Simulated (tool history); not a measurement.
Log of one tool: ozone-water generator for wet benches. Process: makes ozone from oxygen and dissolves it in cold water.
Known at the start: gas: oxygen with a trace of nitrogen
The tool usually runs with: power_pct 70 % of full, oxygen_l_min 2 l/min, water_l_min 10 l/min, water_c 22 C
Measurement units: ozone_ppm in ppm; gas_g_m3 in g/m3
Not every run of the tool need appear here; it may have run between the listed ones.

{"run": 1, "hour": 0.0, "power_pct": 70, "oxygen_l_min": 2, "water_l_min": 10, "water_c": 22, "ozone_ppm": 20.1, "gas_g_m3": 276.9}
{"run": 2, "hour": 112.9, "power_pct": 70, "oxygen_l_min": 2, "water_l_min": 6, "water_c": 22, "ozone_ppm": 29.7, "gas_g_m3": 276.8}
{"run": 3, "hour": 247.4, "power_pct": 70, "oxygen_l_min": 2, "water_l_min": 10, "water_c": 22, "ozone_ppm": 20.1, "gas_g_m3": 274.3}
{"run": 4, "hour": 368.9, "power_pct": 70, "oxygen_l_min": 2, "water_l_min": 10, "water_c": 22, "ozone_ppm": 20.1, "gas_g_m3": 277.1}
{"run": 5, "hour": 518.6, "power_pct": 70, "oxygen_l_min": 2, "water_l_min": 10, "water_c": 22, "ozone_ppm": 19.7, "gas_g_m3": 277.4}
{"run": 6, "hour": 621.2, "power_pct": 70, "oxygen_l_min": 2, "water_l_min": 10, "water_c": 22, "ozone_ppm": 20, "gas_g_m3": 278.3}
{"run": 7, "hour": 721.4, "power_pct": 70, "oxygen_l_min": 2, "water_l_min": 10, "water_c": 22, "ozone_ppm": 20, "gas_g_m3": 277.5}
{"run": 8, "hour": 825.5, "power_pct": 70, "oxygen_l_min": 2, "water_l_min": 10, "water_c": 22, "ozone_ppm": 20, "gas_g_m3": 274.8}
{"run": 9, "hour": 977.3, "power_pct": 73, "oxygen_l_min": 2, "water_l_min": 10, "water_c": 22, "ozone_ppm": 20.7, "gas_g_m3": 284.9}
{"run": 10, "hour": 1051.2, "power_pct": 73, "oxygen_l_min": 2, "water_l_min": 10, "water_c": 22, "ozone_ppm": 20.7, "gas_g_m3": 287.4}
{"run": 11, "hour": 1154.5, "power_pct": 42, "oxygen_l_min": 2, "water_l_min": 10, "water_c": 22, "ozone_ppm": 13, "gas_g_m3": 180.3}
{"hour": 1203.7, "done": "contactor cleaned"}
{"run": 12, "hour": 1272.1, "power_pct": 52, "oxygen_l_min": 2, "water_l_min": 10, "water_c": 22, "ozone_ppm": 15.9, "gas_g_m3": 216.3}
{"run": 13, "hour": 1422.0, "power_pct": 54, "oxygen_l_min": 3.23, "water_l_min": 10, "water_c": 15, "ozone_ppm": 18.3, "gas_g_m3": 177.6}
{"run": 14, "hour": 1546.4, "power_pct": 50, "oxygen_l_min": 2, "water_l_min": 10, "water_c": 22, "ozone_ppm": 15.3, "gas_g_m3": 209}
{"run": 15, "hour": 1650.9, "power_pct": 50, "oxygen_l_min": 2, "water_l_min": 10, "water_c": 22, "ozone_ppm": 15.3, "gas_g_m3": 211.3}
{"run": 16, "hour": 1774.5, "power_pct": 81, "oxygen_l_min": 2.95, "water_l_min": 10, "water_c": 22, "ozone_ppm": 22.8, "gas_g_m3": 260.9}
{"run": 17, "hour": 1890.7, "power_pct": 70, "oxygen_l_min": 1.14, "water_l_min": 10, "water_c": 22, "ozone_ppm": 18.5, "gas_g_m3": 367.6}
{"run": 18, "hour": 1985.6, "power_pct": 70, "oxygen_l_min": 2.01, "water_l_min": 10, "water_c": 22, "ozone_ppm": 20.1, "gas_g_m3": 275.9}
{"run": 19, "hour": 2134.4, "power_pct": 70, "oxygen_l_min": 1.15, "water_l_min": 8, "water_c": 22, "ozone_ppm": 22.9, "gas_g_m3": 357.4}
{"run": 20, "hour": 2217.5, "power_pct": 70, "oxygen_l_min": 1.15, "water_l_min": 8, "water_c": 22, "ozone_ppm": 22.6, "gas_g_m3": 362}

Run 21 has not been measured yet. What should we expect?
{"run": 21, "hour": 2297.6, "power_pct": 70, "oxygen_l_min": 2, "water_l_min": 8, "water_c": 22, "ozone_ppm": "?", "gas_g_m3": "?"}

{"run 21": {"ozone_ppm": 23.9, "gas_g_m3": 278.3}}
On a tool with no hidden condition, and with the same random variation, this run would have come out at ozone_ppm 24 ppm, gas_g_m3 278.8 g/m3.

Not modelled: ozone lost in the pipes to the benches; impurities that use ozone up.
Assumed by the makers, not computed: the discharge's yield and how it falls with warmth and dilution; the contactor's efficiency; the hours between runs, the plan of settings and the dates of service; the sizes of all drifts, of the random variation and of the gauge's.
